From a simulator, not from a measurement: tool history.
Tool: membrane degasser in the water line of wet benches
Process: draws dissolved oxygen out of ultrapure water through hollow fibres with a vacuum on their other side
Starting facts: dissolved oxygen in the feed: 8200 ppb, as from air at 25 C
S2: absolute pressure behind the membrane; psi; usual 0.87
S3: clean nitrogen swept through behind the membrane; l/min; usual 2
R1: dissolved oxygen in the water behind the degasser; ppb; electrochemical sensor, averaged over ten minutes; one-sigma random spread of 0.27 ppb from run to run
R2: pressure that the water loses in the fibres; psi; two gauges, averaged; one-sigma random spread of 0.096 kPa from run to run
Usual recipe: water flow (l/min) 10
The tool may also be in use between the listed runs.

run 1 hour=0 | water_flow_(l/min)=10 S2=0.87 S3=2 | R1=42.1 R2=4.377
run 2 hour=59.9 | water_flow_(l/min)=10 S2=0.87 S3=2 | R1=42 R2=4.355
run 3 hour=114.7 | water_flow_(l/min)=10 S2=1.131 S3=2 | R1=64.4 R2=4.393
run 4 hour=170.3 | water_flow_(l/min)=10 S2=1.131 S3=2 | R1=63.7 R2=4.376
run 5 hour=233.9 | water_flow_(l/min)=6 S2=1.131 S3=2 | R1=35.8 R2=2.615
run 6 hour=307.5 | water_flow_(l/min)=9 S2=0.87 S3=2 | R1=36.8 R2=3.935
run 7 hour=381.8 | water_flow_(l/min)=9 S2=0.87 S3=2 | R1=36.5 R2=3.941
run 8 hour=441.5 | water_flow_(l/min)=9 S2=0.87 S3=2 | R1=36.7 R2=3.899
run 9 hour=501 | water_flow_(l/min)=9 S2=0.87 S3=2 | R1=37 R2=3.938
run 10 hour=562.9 | water_flow_(l/min)=9 S2=0.87 S3=2 | R1=36.7 R2=3.945
run 11 hour=642.2 | water_flow_(l/min)=9 S2=0.87 S3=2 | R1=36.6 R2=3.931
run 12 hour=688.8 | water_flow_(l/min)=10 S2=1.591 S3=0.99 | R1=191.2 R2=4.358
run 13 hour=757 | water_flow_(l/min)=12 S2=1.101 S3=1.18 | R1=117.1 R2=5.224
run 14 hour=800.3 | water_flow_(l/min)=12 S2=1.101 S3=1.18 | R1=118 R2=5.223
-- hour=825.2 vacuum gauge calibrated
run 15 hour=851.2 | water_flow_(l/min)=9 S2=0.87 S3=2 | R1=36.9 R2=3.916
run 16 hour=906.4 | water_flow_(l/min)=9 S2=1.89 S3=3.41 | R1=70.1 R2=3.936
run 17 hour=952.2 | water_flow_(l/min)=9 S2=1.89 S3=3.41 | R1=70.2 R2=3.923
run 18 hour=990.8 | water_flow_(l/min)=10 S2=0.938 S3=2 | R1=48 R2=4.326
run 19 hour=1068 | water_flow_(l/min)=10 S2=2.122 S3=3.26 | R1=93.1 R2=4.358
run 20 hour=1137.9 | water_flow_(l/min)=10 S2=1.587 S3=3.26 | R1=66.1 R2=4.383
run 21 hour=1187.9 | water_flow_(l/min)=10 S2=1.587 S3=3.26 | R1=66.9 R2=4.369
run 22 hour=1274.6 | water_flow_(l/min)=15 S2=1.004 S3=3.26 | R1=65.9 R2=6.525

What if the next run were any one of these 5? Each begins from the tool's condition after run 22:
run A hour=1332 | water_flow_(l/min)=9 S2=1.16 S3=2.74 | R1=? R2=?
run B hour=1332 | water_flow_(l/min)=12 S2=1.004 S3=3.26 | R1=? R2=?
run C hour=1332 | water_flow_(l/min)=6 S2=0.854 S3=4.5 | R1=? R2=?
run D hour=1332 | water_flow_(l/min)=6 S2=1.413 S3=2.63 | R1=? R2=?
run E hour=1332 | water_flow_(l/min)=10 S2=0.754 S3=2.1 | R1=? R2=?

run=A R1=44 R2=3.919
run=B R1=47.4 R2=5.279
run=C R1=10.2 R2=2.616
run=D R1=38.5 R2=2.628
run=E R1=31.3 R2=4.358
Had the tool no hidden state, the same runs would have come out as:
run=A R1=44 R2=3.919
run=B R1=47.3 R2=5.278
run=C R1=10.2 R2=2.616
run=D R1=38.5 R2=2.627
run=E R1=31.3 R2=4.357
